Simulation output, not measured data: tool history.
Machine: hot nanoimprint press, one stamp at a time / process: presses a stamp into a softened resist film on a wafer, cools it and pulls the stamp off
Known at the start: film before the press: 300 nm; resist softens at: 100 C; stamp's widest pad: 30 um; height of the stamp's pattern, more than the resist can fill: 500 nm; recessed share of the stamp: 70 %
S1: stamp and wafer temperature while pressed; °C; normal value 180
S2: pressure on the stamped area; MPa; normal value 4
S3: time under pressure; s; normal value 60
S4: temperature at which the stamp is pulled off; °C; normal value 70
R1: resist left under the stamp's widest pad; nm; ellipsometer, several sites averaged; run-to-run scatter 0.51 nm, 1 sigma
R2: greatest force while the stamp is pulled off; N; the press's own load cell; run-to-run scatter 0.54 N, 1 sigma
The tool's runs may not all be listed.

{"run": 1, "hour": 0.0, "S1": 180, "S2": 4, "S3": 60, "S4": 70, "R1": 141.9, "R2": 130.9}
{"run": 2, "hour": 34.0, "S1": 180, "S2": 4, "S3": 60, "S4": 70, "R1": 141, "R2": 132}
{"run": 3, "hour": 106.5, "S1": 180, "S2": 4, "S3": 60, "S4": 70, "R1": 140.5, "R2": 132.4}
{"run": 4, "hour": 137.1, "S1": 180, "S2": 4, "S3": 49, "S4": 70, "R1": 150.9, "R2": 131.9}
{"hour": 162.6, "done": "stamp cleaned and given a new release coat"}
{"run": 5, "hour": 192.3, "S1": 180, "S2": 4, "S3": 33, "S4": 70, "R1": 173.2, "R2": 132.1}
{"run": 6, "hour": 233.2, "S1": 190, "S2": 4, "S3": 60, "S4": 70, "R1": 95.2, "R2": 131.8}
{"run": 7, "hour": 272.3, "S1": 180, "S2": 4, "S3": 60, "S4": 64, "R1": 138.8, "R2": 136.7}
{"run": 8, "hour": 325.2, "S1": 180, "S2": 4, "S3": 60, "S4": 64, "R1": 139, "R2": 135.5}
{"run": 9, "hour": 364.7, "S1": 180, "S2": 4, "S3": 63, "S4": 70, "R1": 135.8, "R2": 132.9}
{"hour": 391.3, "done": "stamp cleaned and given a new release coat"}
{"run": 10, "hour": 426.9, "S1": 180, "S2": 4, "S3": 63, "S4": 70, "R1": 135.1, "R2": 131.8}
{"run": 11, "hour": 475.0, "S1": 180, "S2": 4, "S3": 63, "S4": 70, "R1": 135.8, "R2": 132.8}
{"run": 12, "hour": 531.4, "S1": 180, "S2": 4, "S3": 63, "S4": 70, "R1": 134.6, "R2": 132.1}
{"run": 13, "hour": 567.0, "S1": 180, "S2": 2.83, "S3": 60, "S4": 70, "R1": 156.6, "R2": 133.4}
{"hour": 620.7, "done": "stamp cleaned and given a new release coat"}
{"run": 14, "hour": 631.9, "S1": 180, "S2": 2.83, "S3": 60, "S4": 70, "R1": 157.4, "R2": 132.5}
{"run": 15, "hour": 677.4, "S1": 186, "S2": 2.9, "S3": 37, "S4": 67, "R1": 150.1, "R2": 134}
{"hour": 683.2, "done": "gauge calibrated"}
{"run": 16, "hour": 711.0, "S1": 186, "S2": 2.9, "S3": 37, "S4": 67, "R1": 153.7, "R2": 133.5}
{"run": 17, "hour": 769.5, "S1": 186, "S2": 3.05, "S3": 55, "S4": 67, "R1": 129.3, "R2": 134.5}
{"run": 18, "hour": 811.1, "S1": 180, "S2": 3.06, "S3": 43, "S4": 70, "R1": 174, "R2": 132.7}
{"hour": 832.2, "done": "plate thermocouple calibrated"}
{"hour": 856.8, "done": "stamp cleaned and given a new release coat"}
{"run": 19, "hour": 885.1, "S1": 180, "S2": 3.06, "S3": 43, "S4": 70, "R1": 174.1, "R2": 133.5}
{"run": 20, "hour": 959.2, "S1": 181, "S2": 4, "S3": 63, "S4": 70, "R1": 131.1, "R2": 132.2}
{"run": 21, "hour": 1002.8, "S1": 181, "S2": 6.03, "S3": 63, "S4": 70, "R1": 109.3, "R2": 133.1}
{"run": 22, "hour": 1041.7, "S1": 180, "S2": 4.66, "S3": 60, "S4": 63, "R1": 130.8, "R2": 138.1}
{"hour": 1084.4, "done": "stamp cleaned and given a new release coat"}
{"run": 23, "hour": 1087.5, "S1": 176, "S2": 4.24, "S3": 100, "S4": 63, "R1": 130.4, "R2": 136.6}

What if the next run were any one of these 5? Each begins from the tool's condition after run 23:
{"run": "A", "hour": 1147.3, "S1": 184, "S2": 4, "S3": 60, "S4": 70, "R1": "?", "R2": "?"}
{"run": "B", "hour": 1147.3, "S1": 178, "S2": 3.69, "S3": 100, "S4": 63, "R1": "?", "R2": "?"}
{"run": "C", "hour": 1147.3, "S1": 180, "S2": 4, "S3": 116, "S4": 57, "R1": "?", "R2": "?"}
{"run": "D", "hour": 1147.3, "S1": 176, "S2": 4.21, "S3": 94, "S4": 70, "R1": "?", "R2": "?"}
{"run": "E", "hour": 1147.3, "S1": 178, "S2": 4, "S3": 100, "S4": 56, "R1": "?", "R2": "?"}

run=A R1=119.3 R2=132
run=B R1=126.3 R2=137.7
run=C R1=105.6 R2=141.5
run=D R1=133 R2=132.2
run=E R1=122.1 R2=142.4
Stripped of hidden state, with their random variation kept, the same runs would have yielded:
run=A R1=121.7 R2=131.9
run=B R1=128.9 R2=137.6
run=C R1=107.7 R2=141.5
run=D R1=135.6 R2=132.2
run=E R1=124.5 R2=142.3
